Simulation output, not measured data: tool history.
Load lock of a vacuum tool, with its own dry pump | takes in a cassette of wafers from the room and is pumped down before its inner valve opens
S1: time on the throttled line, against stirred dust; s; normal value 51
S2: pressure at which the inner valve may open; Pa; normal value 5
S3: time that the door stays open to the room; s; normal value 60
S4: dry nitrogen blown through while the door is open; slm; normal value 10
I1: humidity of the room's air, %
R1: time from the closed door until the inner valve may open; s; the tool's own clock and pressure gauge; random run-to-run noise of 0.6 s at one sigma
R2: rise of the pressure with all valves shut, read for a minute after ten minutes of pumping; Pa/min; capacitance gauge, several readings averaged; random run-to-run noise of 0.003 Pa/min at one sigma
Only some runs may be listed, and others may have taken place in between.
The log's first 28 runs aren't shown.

Run 29, day 418.617: usual settings but S1 82 s, S3 141 s, S4 9 slm; I1 46.5. Result: R1 115.9 s, R2 0.472 Pa/min.
Run 30, day 433.579: usual settings but S1 82 s, S3 141 s, S4 9 slm; I1 43.6. Result: R1 115.9 s, R2 0.509 Pa/min.
Run 31, day 447.583: usual settings but S3 184 s, S4 4 slm; I1 48.4. Result: R1 88.3 s, R2 0.593 Pa/min.
Run 32, day 460.308: usual settings but S1 91 s, S2 7 Pa, S3 234 s, S4 6 slm; I1 42.7. Result: R1 122.2 s, R2 0.626 Pa/min.
Run 33, day 477.558: usual settings but S3 160 s; I1 46.5. Result: R1 89.7 s, R2 0.667 Pa/min.
Run 34, day 485.767: usual settings but S1 87 s, S2 4 Pa; I1 44. Result: R1 121.1 s, R2 0.674 Pa/min.
At day 496.604: door's seal changed, seat wiped.
Run 35, day 497.7: usual settings but S3 142 s; I1 46.8. Result: R1 90.1 s, R2 0.055 Pa/min.
Run 36, day 513.854: usual settings but S3 142 s; I1 42.9. Result: R1 88.7 s, R2 0.061 Pa/min.

What if the next run were any one of these 4? Each begins from the tool's condition after run 36:
Run A, day 525.846: usual settings but S1 57 s, S4 33 slm; I1 42.8. Result: R1 ?, R2 ?.
Run B, day 525.846: usual settings but S1 98 s, S3 142 s, S4 5 slm; I1 43.5. Result: R1 ?, R2 ?.
Run C, day 525.846: usual settings but S3 142 s, S4 16 slm; I1 45. Result: R1 ?, R2 ?.
Run D, day 525.846: usual settings but S3 142 s, S4 43 slm; I1 45.5. Result: R1 ?, R2 ?.

run     R1     R2
  A   94.1  0.044
  B  131.2  0.081
  C   89.1  0.062
  D   89.2  0.052
Stripped of hidden state, with their random variation kept, the same runs would have yielded:
run     R1     R2
  A   92.5   0.02
  B  129.7  0.057
  C   87.4  0.038
  D   87.5  0.028

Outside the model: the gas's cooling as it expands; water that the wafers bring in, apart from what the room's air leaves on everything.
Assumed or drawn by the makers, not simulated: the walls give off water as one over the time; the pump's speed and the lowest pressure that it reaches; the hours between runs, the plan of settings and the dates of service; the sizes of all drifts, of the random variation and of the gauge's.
